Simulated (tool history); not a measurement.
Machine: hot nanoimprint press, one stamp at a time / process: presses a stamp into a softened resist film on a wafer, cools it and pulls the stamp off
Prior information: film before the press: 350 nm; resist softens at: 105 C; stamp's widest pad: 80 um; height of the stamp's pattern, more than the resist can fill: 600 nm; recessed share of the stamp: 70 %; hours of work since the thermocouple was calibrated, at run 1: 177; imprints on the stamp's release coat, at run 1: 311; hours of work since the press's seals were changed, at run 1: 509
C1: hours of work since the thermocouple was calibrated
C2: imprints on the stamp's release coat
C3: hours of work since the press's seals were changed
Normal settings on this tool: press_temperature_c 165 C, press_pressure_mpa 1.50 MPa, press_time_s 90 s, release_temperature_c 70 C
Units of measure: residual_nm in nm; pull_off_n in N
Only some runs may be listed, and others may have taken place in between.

run 1 hour=0.0 | press_temperature_c=165 press_pressure_mpa=1.50 press_time_s=90 release_temperature_c=70 | C1=177 C2=311 C3=509 | residual_nm=191.9 pull_off_n=233
-- hour=62.9 press's hydraulic seals changed and the load cell set to zero
run 2 hour=73.9 | press_temperature_c=165 press_pressure_mpa=1.50 press_time_s=90 release_temperature_c=70 | C1=206 C2=509 C3=5 | residual_nm=189.2 pull_off_n=242
run 3 hour=126.4 | press_temperature_c=165 press_pressure_mpa=1.50 press_time_s=90 release_temperature_c=70 | C1=229 C2=666 C3=28 | residual_nm=190.1 pull_off_n=244
run 4 hour=190.4 | press_temperature_c=165 press_pressure_mpa=1.50 press_time_s=90 release_temperature_c=70 | C1=258 C2=858 C3=57 | residual_nm=187.1 pull_off_n=272
-- hour=263.6 plate thermocouple calibrated
run 5 hour=288.7 | press_temperature_c=165 press_pressure_mpa=1.50 press_time_s=90 release_temperature_c=70 | C1=11 C2=1144 C3=99 | residual_nm=183.4 pull_off_n=291
-- hour=325.4 stamp cleaned and given a new release coat
run 6 hour=368.5 | press_temperature_c=171 press_pressure_mpa=1.50 press_time_s=90 release_temperature_c=70 | C1=44 C2=129 C3=132 | residual_nm=139.5 pull_off_n=221
-- hour=400.8 plate thermocouple calibrated, once more
run 7 hour=464.4 | press_temperature_c=171 press_pressure_mpa=1.50 press_time_s=90 release_temperature_c=70 | C1=28 C2=408 C3=173 | residual_nm=150.1 pull_off_n=243
run 8 hour=552.2 | press_temperature_c=171 press_pressure_mpa=1.50 press_time_s=90 release_temperature_c=70 | C1=67 C2=671 C3=212 | residual_nm=151.0 pull_off_n=252
run 9 hour=640.9 | press_temperature_c=173 press_pressure_mpa=1.50 press_time_s=90 release_temperature_c=70 | C1=107 C2=937 C3=251 | residual_nm=135.2 pull_off_n=281
run 10 hour=683.0 | press_temperature_c=173 press_pressure_mpa=1.50 press_time_s=90 release_temperature_c=70 | C1=125 C2=1063 C3=270 | residual_nm=135.7 pull_off_n=294
-- hour=753.4 stamp cleaned and given a new release coat
run 11 hour=764.5 | press_temperature_c=165 press_pressure_mpa=1.50 press_time_s=124 release_temperature_c=70 | C1=159 C2=34 C3=304 | residual_nm=171.4 pull_off_n=210
run 12 hour=818.1 | press_temperature_c=165 press_pressure_mpa=1.50 press_time_s=124 release_temperature_c=70 | C1=183 C2=194 C3=328 | residual_nm=172.2 pull_off_n=223
run 13 hour=891.1 | press_temperature_c=165 press_pressure_mpa=1.50 press_time_s=124 release_temperature_c=70 | C1=215 C2=413 C3=360 | residual_nm=170.6 pull_off_n=235
run 14 hour=937.6 | press_temperature_c=160 press_pressure_mpa=1.50 press_time_s=90 release_temperature_c=70 | C1=236 C2=553 C3=381 | residual_nm=233.8 pull_off_n=254
run 15 hour=992.9 | press_temperature_c=160 press_pressure_mpa=1.50 press_time_s=90 release_temperature_c=70 | C1=260 C2=719 C3=405 | residual_nm=231.0 pull_off_n=254
-- hour=1063.0 plate thermocouple calibrated
run 16 hour=1090.6 | press_temperature_c=160 press_pressure_mpa=1.50 press_time_s=49 release_temperature_c=70 | C1=12 C2=1003 C3=447 | residual_nm=274.5 pull_off_n=276
-- hour=1177.0 stamp cleaned and given a new release coat
run 17 hour=1192.4 | press_temperature_c=165 press_pressure_mpa=1.50 press_time_s=166 release_temperature_c=58 | C1=55 C2=46 C3=490 | residual_nm=160.6 pull_off_n=244
run 18 hour=1236.8 | press_temperature_c=163 press_pressure_mpa=1.13 press_time_s=90 release_temperature_c=57 | C1=75 C2=179 C3=510 | residual_nm=235.3 pull_off_n=251
-- hour=1296.5 press's hydraulic seals changed and the load cell set to zero
run 19 hour=1327.3 | press_temperature_c=168 press_pressure_mpa=1.23 press_time_s=138 release_temperature_c=77 | C1=111 C2=427 C3=14 | residual_nm=159.1 pull_off_n=222
run 20 hour=1421.0 | press_temperature_c=168 press_pressure_mpa=1.23 press_time_s=138 release_temperature_c=77 | C1=153 C2=708 C3=55 | residual_nm=158.1 pull_off_n=235
run 21 hour=1515.5 | press_temperature_c=163 press_pressure_mpa=1.50 press_time_s=60 release_temperature_c=70 | C1=195 C2=991 C3=97 | residual_nm=231.7 pull_off_n=288
run 22 hour=1566.1 | press_temperature_c=171 press_pressure_mpa=1.70 press_time_s=67 release_temperature_c=70 | C1=217 C2=1143 C3=120 | residual_nm=151.5 pull_off_n=290
-- hour=1609.9 stamp cleaned and given a new release coat
run 23 hour=1612.5 | press_temperature_c=171 press_pressure_mpa=1.70 press_time_s=67 release_temperature_c=70 | C1=235 C2=8 C3=138 | residual_nm=153.0 pull_off_n=214
run 24 hour=1690.5 | press_temperature_c=165 press_pressure_mpa=1.77 press_time_s=71 release_temperature_c=70 | C1=270 C2=242 C3=172 | residual_nm=190.6 pull_off_n=229
-- hour=1739.9 plate thermocouple calibrated
run 25 hour=1775.4 | press_temperature_c=161 press_pressure_mpa=1.84 press_time_s=47 release_temperature_c=70 | C1=16 C2=488 C3=209 | residual_nm=249.4 pull_off_n=240
run 26 hour=1852.8 | press_temperature_c=167 press_pressure_mpa=1.52 press_time_s=90 release_temperature_c=70 | C1=50 C2=720 C3=243 | residual_nm=174.3 pull_off_n=265
run 27 hour=1929.8 | press_temperature_c=165 press_pressure_mpa=1.88 press_time_s=178 release_temperature_c=70 | C1=84 C2=950 C3=277 | residual_nm=137.4 pull_off_n=270
run 28 hour=2018.2 | press_temperature_c=155 press_pressure_mpa=1.50 press_time_s=75 release_temperature_c=75 | C1=124 C2=1216 C3=317 | residual_nm=281.7 pull_off_n=280
-- hour=2031.0 stamp cleaned and given a new release coat
run 29 hour=2076.9 | press_temperature_c=155 press_pressure_mpa=1.50 press_time_s=75 release_temperature_c=75 | C1=147 C2=138 C3=340 | residual_nm=285.6 pull_off_n=210

Forecast each of these 4 alternatives for the next run:
run A hour=2126.8 | press_temperature_c=155 press_pressure_mpa=1.50 press_time_s=75 release_temperature_c=73 | C1=169 C2=287 C3=362 | residual_nm=? pull_off_n=?
run B hour=2126.8 | press_temperature_c=174 press_pressure_mpa=1.50 press_time_s=93 release_temperature_c=62 | C1=169 C2=287 C3=362 | residual_nm=? pull_off_n=?
run C hour=2126.8 | press_temperature_c=165 press_pressure_mpa=1.50 press_time_s=179 release_temperature_c=70 | C1=169 C2=287 C3=362 | residual_nm=? pull_off_n=?
run D hour=2126.8 | press_temperature_c=170 press_pressure_mpa=1.50 press_time_s=75 release_temperature_c=72 | C1=169 C2=287 C3=362 | residual_nm=? pull_off_n=?

run=A residual_nm=282.6 pull_off_n=220
run=B residual_nm=125.8 pull_off_n=258
run=C residual_nm=150.5 pull_off_n=223
run=D residual_nm=164.0 pull_off_n=221
Take away the tool's hidden state, keep each run's random variation, and the runs would have read:
run=A residual_nm=288.3 pull_off_n=203
run=B residual_nm=130.4 pull_off_n=239
run=C residual_nm=156.4 pull_off_n=206
run=D residual_nm=169.8 pull_off_n=205
